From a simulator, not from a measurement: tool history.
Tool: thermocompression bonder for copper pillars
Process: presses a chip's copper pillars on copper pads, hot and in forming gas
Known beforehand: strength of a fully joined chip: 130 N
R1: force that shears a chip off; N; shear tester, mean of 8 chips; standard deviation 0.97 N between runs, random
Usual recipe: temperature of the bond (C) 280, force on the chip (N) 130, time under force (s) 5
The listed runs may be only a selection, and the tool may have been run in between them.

{"run": 1, "hour": 0.0, "temperature of the bond (C)": 280, "force on the chip (N)": 130, "time under force (s)": 5, "R1": 72.3}
{"run": 2, "hour": 48.3, "temperature of the bond (C)": 280, "force on the chip (N)": 130, "time under force (s)": 5, "R1": 72.6}
{"run": 3, "hour": 88.1, "temperature of the bond (C)": 280, "force on the chip (N)": 130, "time under force (s)": 5, "R1": 74.0}
{"hour": 127.1, "done": "heater calibrated with a thermocouple chip"}
{"hour": 165.4, "done": "forming gas filter changed"}
{"run": 4, "hour": 165.4, "temperature of the bond (C)": 280, "force on the chip (N)": 130, "time under force (s)": 5, "R1": 84.8}
{"run": 5, "hour": 199.8, "temperature of the bond (C)": 280, "force on the chip (N)": 130, "time under force (s)": 5, "R1": 83.7}
{"run": 6, "hour": 254.1, "temperature of the bond (C)": 280, "force on the chip (N)": 130, "time under force (s)": 5, "R1": 81.3}
{"run": 7, "hour": 328.0, "temperature of the bond (C)": 280, "force on the chip (N)": 130, "time under force (s)": 5, "R1": 80.2}
{"run": 8, "hour": 391.5, "temperature of the bond (C)": 280, "force on the chip (N)": 130, "time under force (s)": 5, "R1": 80.8}
{"run": 9, "hour": 457.7, "temperature of the bond (C)": 280, "force on the chip (N)": 130, "time under force (s)": 5, "R1": 80.5}
{"run": 10, "hour": 515.1, "temperature of the bond (C)": 280, "force on the chip (N)": 130, "time under force (s)": 5, "R1": 78.8}
{"run": 11, "hour": 550.2, "temperature of the bond (C)": 280, "force on the chip (N)": 130, "time under force (s)": 5, "R1": 76.8}
{"run": 12, "hour": 611.8, "temperature of the bond (C)": 280, "force on the chip (N)": 130, "time under force (s)": 8, "R1": 86.2}
{"run": 13, "hour": 658.0, "temperature of the bond (C)": 280, "force on the chip (N)": 130, "time under force (s)": 8, "R1": 86.2}
{"hour": 662.1, "done": "forming gas filter changed"}
{"run": 14, "hour": 729.7, "temperature of the bond (C)": 280, "force on the chip (N)": 130, "time under force (s)": 8, "R1": 90.6}
{"run": 15, "hour": 771.8, "temperature of the bond (C)": 280, "force on the chip (N)": 130, "time under force (s)": 8, "R1": 89.1}
{"run": 16, "hour": 823.4, "temperature of the bond (C)": 280, "force on the chip (N)": 130, "time under force (s)": 8, "R1": 88.4}
{"run": 17, "hour": 880.7, "temperature of the bond (C)": 280, "force on the chip (N)": 130, "time under force (s)": 8, "R1": 90.4}
{"hour": 925.4, "done": "force cell calibrated"}
{"run": 18, "hour": 950.1, "temperature of the bond (C)": 256, "force on the chip (N)": 130, "time under force (s)": 8, "R1": 66.1}
{"run": 19, "hour": 1008.2, "temperature of the bond (C)": 256, "force on the chip (N)": 130, "time under force (s)": 8, "R1": 64.9}
{"hour": 1040.5, "done": "heater calibrated with a thermocouple chip"}
{"run": 20, "hour": 1068.5, "temperature of the bond (C)": 256, "force on the chip (N)": 130, "time under force (s)": 8, "R1": 71.1}
{"run": 21, "hour": 1108.1, "temperature of the bond (C)": 280, "force on the chip (N)": 156, "time under force (s)": 3, "R1": 71.5}
{"run": 22, "hour": 1158.2, "temperature of the bond (C)": 280, "force on the chip (N)": 156, "time under force (s)": 3, "R1": 71.2}
{"hour": 1164.4, "done": "forming gas filter changed"}
{"run": 23, "hour": 1197.4, "temperature of the bond (C)": 280, "force on the chip (N)": 79, "time under force (s)": 7, "R1": 71.4}
{"run": 24, "hour": 1232.8, "temperature of the bond (C)": 286, "force on the chip (N)": 80, "time under force (s)": 7, "R1": 75.1}
{"run": 25, "hour": 1273.1, "temperature of the bond (C)": 286, "force on the chip (N)": 107, "time under force (s)": 4, "R1": 72.5}
{"run": 26, "hour": 1341.9, "temperature of the bond (C)": 280, "force on the chip (N)": 181, "time under force (s)": 12, "R1": 108.8}
{"run": 27, "hour": 1398.5, "temperature of the bond (C)": 301, "force on the chip (N)": 109, "time under force (s)": 10, "R1": 100.8}
{"run": 28, "hour": 1454.8, "temperature of the bond (C)": 280, "force on the chip (N)": 168, "time under force (s)": 4, "R1": 81.0}
{"run": 29, "hour": 1502.8, "temperature of the bond (C)": 280, "force on the chip (N)": 168, "time under force (s)": 4, "R1": 80.0}
{"run": 30, "hour": 1570.1, "temperature of the bond (C)": 280, "force on the chip (N)": 168, "time under force (s)": 4, "R1": 80.7}
{"run": 31, "hour": 1615.9, "temperature of the bond (C)": 280, "force on the chip (N)": 168, "time under force (s)": 4, "R1": 76.7}
{"hour": 1661.6, "done": "forming gas filter changed"}
{"run": 32, "hour": 1661.6, "temperature of the bond (C)": 251, "force on the chip (N)": 168, "time under force (s)": 4, "R1": 59.5}
{"run": 33, "hour": 1713.2, "temperature of the bond (C)": 251, "force on the chip (N)": 93, "time under force (s)": 5, "R1": 43.9}
{"run": 34, "hour": 1786.9, "temperature of the bond (C)": 271, "force on the chip (N)": 130, "time under force (s)": 3, "R1": 58.4}
{"run": 35, "hour": 1835.9, "temperature of the bond (C)": 271, "force on the chip (N)": 147, "time under force (s)": 3, "R1": 60.6}
{"run": 36, "hour": 1905.4, "temperature of the bond (C)": 271, "force on the chip (N)": 147, "time under force (s)": 3, "R1": 58.6}
{"run": 37, "hour": 1943.6, "temperature of the bond (C)": 293, "force on the chip (N)": 166, "time under force (s)": 9, "R1": 102.1}
{"hour": 1949.4, "done": "heater calibrated with a thermocouple chip"}
{"run": 38, "hour": 2015.4, "temperature of the bond (C)": 308, "force on the chip (N)": 158, "time under force (s)": 9, "R1": 114.3}

Here are 3 independent what-if runs from the current tool condition. What would each one return?
{"run": "A", "hour": 2064.1, "temperature of the bond (C)": 280, "force on the chip (N)": 130, "time under force (s)": 12, "R1": "?"}
{"run": "B", "hour": 2064.1, "temperature of the bond (C)": 280, "force on the chip (N)": 91, "time under force (s)": 13, "R1": "?"}
{"run": "C", "hour": 2064.1, "temperature of the bond (C)": 280, "force on the chip (N)": 114, "time under force (s)": 5, "R1": "?"}

run=A R1=97.1
run=B R1=87.5
run=C R1=74.4
Had the tool no hidden state, the same runs would have come out as:
run=A R1=102.6
run=B R1=92.3
run=C R1=78.4
